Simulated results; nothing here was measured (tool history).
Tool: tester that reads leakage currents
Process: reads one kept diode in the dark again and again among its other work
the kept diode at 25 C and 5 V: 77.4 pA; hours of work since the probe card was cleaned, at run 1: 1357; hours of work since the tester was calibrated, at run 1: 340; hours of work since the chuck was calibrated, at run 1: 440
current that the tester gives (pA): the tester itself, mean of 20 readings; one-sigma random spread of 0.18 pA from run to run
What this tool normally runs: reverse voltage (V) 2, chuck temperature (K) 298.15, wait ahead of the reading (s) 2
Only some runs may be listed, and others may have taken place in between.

run,hour,reverse voltage (V),chuck temperature (K),wait ahead of the reading (s),hours of work since the probe card was cleaned,hours of work since the tester was calibrated,hours of work since the chuck was calibrated,current that the tester gives (pA)
1,0,2,298.15,2,1357,340,440,61.89
2,18.7,2,298.15,2,1366,349,450,62.04
3,49.4,2,298.15,2,1381,364,465,62.4
4,77.8,2,298.15,2,1395,378,478,62.51
5,95.8,2,298.15,2,1403,386,487,62.6
6,125.6,2,326.15,2,1418,401,502,445.9
7,152,2,326.15,2,1431,414,515,445.84
8,168.7,2,298.15,4.67,1439,422,523,63.04
9,206.5,2,298.15,4.67,1457,440,541,62.84
10,225.1,2,298.15,4.67,1467,449,550,62.87
11,263.8,2,298.15,4.67,1485,468,569,62.93
12,287.8,2,298.15,4.67,1497,480,581,63.3
13,315.7,1.38,298.15,4.67,1511,494,594,55.18
14,334,2,298.15,2,1520,503,603,63.36
15,357.6,2,298.15,2,1531,514,615,64.16
16,385.4,3.67,298.15,2,1545,528,628,80.72
17,411.2,3.67,298.15,2,1557,540,641,80.8
18,448,3.67,298.15,2,1575,558,659,80.78
19,485.3,3.67,298.15,2,1594,576,677,81.24
20,514.6,2,317.15,2,1608,591,691,251.19
# hour 519.3: probe card cleaned and baked
21,548,12.44,317.15,2,14,606,706,493.99
22,564.2,12.44,317.15,2,22,613,714,495.65
# hour 584.6: probe card cleaned and baked, once more
23,596,12.44,317.15,2,6,627,728,479.39
24,616,1.64,297.15,1.54,15,637,738,54.3
25,633.3,2.28,326.15,2.01,24,646,746,478.57
26,666.5,2.28,326.15,2.01,40,662,763,477.79
27,686.2,2.28,326.15,2.01,50,671,772,482.43
28,715.1,2.17,327.15,2.36,64,686,786,503.55
29,741.2,2.17,327.15,2.36,76,698,799,502.51
30,762.3,1.06,309.15,2,87,709,809,115.34
31,800.6,3.48,298.15,2,105,727,828,77.67
32,838.1,8.08,295.15,2,124,746,846,84.31
33,865,8.97,305.15,3.81,137,759,859,185.39
34,887.4,2,296.15,2,148,770,870,54.96
35,911,1.06,296.15,1.71,159,781,882,43.92
36,943.6,1.35,302.15,3.49,175,797,898,75.59
37,978.7,2,297.15,2.65,192,814,915,59.88
38,1014.8,2,297.15,2.65,210,832,932,60.2
39,1042.1,2,298.15,5.19,223,845,946,65.05

What if the next run were any one of these 5? Each begins from the tool's condition after run 39:
A,1063.8,1.62,298.15,9.77,234,856,956,?
B,1063.8,2,327.15,6.24,234,856,956,?
C,1063.8,3.45,298.15,1.4,234,856,956,?
D,1063.8,16.79,298.15,1.16,234,856,956,?
E,1063.8,1.48,308.15,5.19,234,856,956,?

run,current that the tester gives (pA)
A,59.83
B,501.75
C,79.6
D,145.06
E,122.85
Had the tool no hidden state, the same runs would have come out as:
run,current that the tester gives (pA)
A,51.87
B,446.55
C,68.94
D,124.69
E,107.69
